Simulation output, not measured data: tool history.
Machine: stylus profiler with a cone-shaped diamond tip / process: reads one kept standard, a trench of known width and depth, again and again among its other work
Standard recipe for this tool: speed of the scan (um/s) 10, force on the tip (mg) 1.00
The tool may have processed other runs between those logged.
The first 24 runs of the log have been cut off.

| run | hour | speed of the scan (um/s) | force on the tip (mg) | scans with this tip | hours of work since the height scale was calibrated | depth of the trench (nm) | width of the trench's floor (um) |
|---|---|---|---|---|---|---|---|
| 25 | 539.1 | 38 | 2.62 | 2489 | 364 | 101.646 | 98.51 |
| 26 | 568.5 | 30 | 0.66 | 2573 | 376 | 100.692 | 98.33 |
| 27 | 583.2 | 30 | 0.66 | 2614 | 382 | 100.701 | 98.36 |
| 28 | 601.9 | 9 | 0.70 | 2667 | 390 | 100.718 | 98.57 |
| 29 | 620.0 | 7 | 0.75 | 2719 | 397 | 100.747 | 98.52 |
| 30 | 644.5 | 3 | 1.92 | 2788 | 407 | 101.357 | 98.63 |
| 31 | 664.3 | 19 | 1.39 | 2844 | 416 | 101.105 | 98.54 |
| 32 | 694.3 | 10 | 1.17 | 2929 | 428 | 100.992 | 98.51 |
| 33 | 715.4 | 10 | 1.17 | 2989 | 437 | 100.996 | 98.55 |
| 34 | 746.1 | 17 | 0.37 | 3076 | 450 | 100.506 | 98.45 |
| 35 | 775.7 | 17 | 0.54 | 3159 | 462 | 100.642 | 98.43 |
| 36 | 791.8 | 17 | 0.54 | 3205 | 468 | 100.640 | 98.44 |
| 37 | 818.8 | 3 | 2.63 | 3282 | 480 | 101.677 | 98.57 |
| 38 | 848.8 | 2 | 1.08 | 3367 | 492 | 100.956 | 98.60 |
| 39 | 876.7 | 2 | 1.20 | 3446 | 504 | 101.027 | 98.60 |
| 40 | 895.6 | 2 | 1.20 | 3499 | 511 | 101.015 | 98.54 |
| 41 | 914.8 | 4 | 0.48 | 3553 | 519 | 100.598 | 98.56 |
| 42 | 930.9 | 4 | 0.48 | 3599 | 526 | 100.609 | 98.58 |
| 43 | 959.4 | 4 | 0.48 | 3680 | 538 | 100.611 | 98.54 |
| 44 | 981.6 | 20 | 2.82 | 3743 | 547 | 101.741 | 98.55 |
| 45 | 1005.5 | 2 | 2.82 | 3810 | 557 | 101.747 | 98.65 |
| 46 | 1029.4 | 20 | 0.52 | 3878 | 567 | 100.644 | 98.39 |

4 options for the next run, each taken on its own from the tool as it stands now. Forecast them:
| A | 1055.5 | 3 | 0.37 | 3952 | 578 | ? | ? |
| B | 1055.5 | 15 | 1.88 | 3952 | 578 | ? | ? |
| C | 1055.5 | 7 | 1.24 | 3952 | 578 | ? | ? |
| D | 1055.5 | 22 | 0.37 | 3952 | 578 | ? | ? |

| run | depth of the trench (nm) | width of the trench's floor (um) |
|---|---|---|
| A | 100.550 | 98.59 |
| B | 101.344 | 98.48 |
| C | 101.067 | 98.56 |
| D | 100.531 | 98.32 |
With no hidden state in the tool, these same runs would have given:
| run | depth of the trench (nm) | width of the trench's floor (um) |
|---|---|---|
| A | 100.435 | 98.78 |
| B | 101.228 | 98.68 |
| C | 100.951 | 98.75 |
| D | 100.415 | 98.52 |

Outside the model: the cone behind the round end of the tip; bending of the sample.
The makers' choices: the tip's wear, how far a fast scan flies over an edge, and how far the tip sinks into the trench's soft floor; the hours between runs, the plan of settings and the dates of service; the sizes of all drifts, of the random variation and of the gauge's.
